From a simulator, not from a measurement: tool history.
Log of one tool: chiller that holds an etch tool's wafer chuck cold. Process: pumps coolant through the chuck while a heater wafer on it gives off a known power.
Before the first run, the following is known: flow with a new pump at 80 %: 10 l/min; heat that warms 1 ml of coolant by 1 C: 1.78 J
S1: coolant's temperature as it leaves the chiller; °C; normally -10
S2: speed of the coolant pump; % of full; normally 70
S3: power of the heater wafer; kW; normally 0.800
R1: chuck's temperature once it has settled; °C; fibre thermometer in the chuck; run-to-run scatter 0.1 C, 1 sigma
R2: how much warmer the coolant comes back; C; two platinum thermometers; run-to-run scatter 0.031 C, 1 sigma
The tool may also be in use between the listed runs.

run    hour   S1  S2     S3    R1    R2
  1     0.0  -10  70  0.800   0.2  3.06
  2    27.0  -10  70  0.800   0.0  3.06
  3    45.5  -10  70  0.800   0.0  3.12
  4    73.9  -10  70  0.800   0.1  3.08
  5   115.0  -10  73  0.800  -0.1  2.97
  6   149.6  -10  73  0.800  -0.2  2.87
  7   186.8  -10  73  0.800  -0.4  2.91
  8   218.1  -10  65  0.800   0.4  3.27
  9   259.4  -10  65  0.800   0.6  3.23
 10   295.7  -10  70  0.800   0.0  3.01
 11   318.5   -1  70  0.800   9.1  3.02
 12   339.0  -10  76  0.800  -0.3  2.80
 13   370.1  -10  76  0.800  -0.4  2.78
 14   402.6  -10  87  0.800  -1.1  2.37
 15   424.9  -10  87  0.800  -1.1  2.30
 16   462.1  -10  87  0.800  -1.3  2.36
 17   500.1  -10  66  0.800   0.3  3.17
 18   540.2   -7  66  0.800   3.6  3.10
 19   566.6   -6  87  1.025   5.5  3.05
 20   606.0   -6  87  1.025   5.3  2.95
 21   640.5   -6  87  1.025   5.3  2.99
 22   679.3   -6  87  1.025   5.4  2.99
 23   716.8   -4  96  0.592   2.1  1.46
 24   759.2   -2  71  0.908   9.1  3.21
 25   778.7   -2  71  0.908   9.5  3.24
 26   810.6  -10  70  0.525  -3.2  1.75
 27   849.2  -11  62  0.800  -0.2  3.29
 28   875.6  -11  62  0.800  -0.2  3.20
 29   917.3  -12  98  0.800  -3.8  1.85
 30   946.8  -12  98  0.800  -3.8  1.89
 31   968.2   -6  74  0.490  -0.1  1.47
 32   987.5   -6  74  0.490   0.0  1.50
 33  1013.1   -5  85  0.409  -0.3  1.00

Here are 3 independent what-if runs from the current tool condition. What would each one return?
  A  1053.2   -9  70  1.199   ?   ?
  B  1053.2  -10  76  0.517   ?   ?
  C  1053.2  -15  85  0.409   ?   ?

run     R1    R2
  A    6.0  4.35
  B   -3.7  1.48
  C  -10.4  0.98
Without the tool's unlogged condition, the same runs would have read:
run     R1    R2
  A    6.0  4.66
  B   -3.7  1.79
  C  -10.4  1.29
